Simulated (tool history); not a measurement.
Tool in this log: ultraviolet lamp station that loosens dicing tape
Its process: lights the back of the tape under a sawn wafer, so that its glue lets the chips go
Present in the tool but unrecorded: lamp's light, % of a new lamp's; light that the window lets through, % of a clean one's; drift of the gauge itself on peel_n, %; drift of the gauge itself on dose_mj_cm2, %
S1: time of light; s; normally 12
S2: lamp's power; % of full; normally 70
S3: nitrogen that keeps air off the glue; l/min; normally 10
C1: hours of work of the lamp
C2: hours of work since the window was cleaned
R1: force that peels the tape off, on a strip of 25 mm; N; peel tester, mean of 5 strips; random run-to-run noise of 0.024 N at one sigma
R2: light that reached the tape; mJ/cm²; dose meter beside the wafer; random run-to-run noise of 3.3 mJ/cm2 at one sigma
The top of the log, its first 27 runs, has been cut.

run,hour,S1,S2,S3,C1,C2,R1,R2
28,219.5,14,78,3,240,41,2.049,622
29,230.7,14,78,3,246,47,2.047,620
30,239.7,14,78,3,251,52,2.037,609
31,248.1,14,66,5,255,57,1.909,516
32,255.5,17,66,10,259,61,0.877,627
33,263.3,10,61,14,264,65,1.837,338
34,268.3,10,64,18,266,68,1.563,353
35,278.8,12,96,17,272,74,0.595,631
36,289.3,8,63,9,278,79,2.830,275
37,300.3,8,63,9,284,85,2.874,276
38,308.6,7,99,10,288,90,1.978,373
39,316.6,7,87,5,293,94,3.065,323
40,324.8,7,87,4,297,99,3.383,331
41,329.5,21,67,4,300,101,1.190,755
42,337.5,11,67,4,304,106,2.866,399
43,342.7,16,62,14,307,109,0.924,533

Each row is a separate what-if for the run after 43, all from the same tool condition, not one after another. Results?
A,354.1,7,62,5,313,115,?,?
B,354.1,8,71,12,313,115,?,?
C,354.1,17,62,14,313,115,?,?

run,R1,R2
A,3.959,232
B,2.329,304
C,0.834,562
The same runs, with their run-to-run variation unchanged, on a tool lacking any hidden condition would have given:
run,R1,R2
A,3.562,271
B,1.927,355
C,0.630,657
